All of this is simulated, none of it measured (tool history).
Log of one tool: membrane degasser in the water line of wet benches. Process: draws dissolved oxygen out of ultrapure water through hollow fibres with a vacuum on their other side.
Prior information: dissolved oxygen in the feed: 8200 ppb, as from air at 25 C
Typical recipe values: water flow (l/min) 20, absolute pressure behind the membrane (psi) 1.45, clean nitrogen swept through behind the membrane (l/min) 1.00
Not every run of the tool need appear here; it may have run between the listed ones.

run     day  water flow (l/min)  absolute pressure behind the membrane (psi)  clean nitrogen swept through behind the membrane (l/min)  dissolved oxygen in the water behind the degasser (ppb)  pressure that the water loses in the fibres (psi)
  1   0.000                  20                                         1.45                                                      1.00                                                    306.8                                              4.866
  2   3.788                  20                                         1.45                                                      1.00                                                    306.6                                              4.902
  3   9.667                  20                                         1.45                                                      1.00                                                    304.1                                              4.866
  4  14.733                  20                                         1.45                                                      1.00                                                    305.0                                              4.853
     15.850  -- vacuum gauge calibrated
  5  17.833                  20                                         1.45                                                      1.00                                                    306.0                                              4.854
  6  24.638                  20                                         3.02                                                      2.44                                                    345.4                                              4.860
  7  29.417                  13                                         2.71                                                      0.71                                                    596.2                                              3.157
  8  36.233                  13                                         2.71                                                      0.71                                                    600.1                                              3.147

The next listed run, before its measurement:
  9  41.146                  13                                         2.71                                                      0.71                                                        ?                                                  ?

{"run 9": {"dissolved oxygen in the water behind the degasser (ppb)": 598.6, "pressure that the water loses in the fibres (psi)": 3.152}}
Without the tool's hidden state the same run would have given dissolved oxygen in the water behind the degasser (ppb) 598.5, pressure that the water loses in the fibres (psi) 3.171.

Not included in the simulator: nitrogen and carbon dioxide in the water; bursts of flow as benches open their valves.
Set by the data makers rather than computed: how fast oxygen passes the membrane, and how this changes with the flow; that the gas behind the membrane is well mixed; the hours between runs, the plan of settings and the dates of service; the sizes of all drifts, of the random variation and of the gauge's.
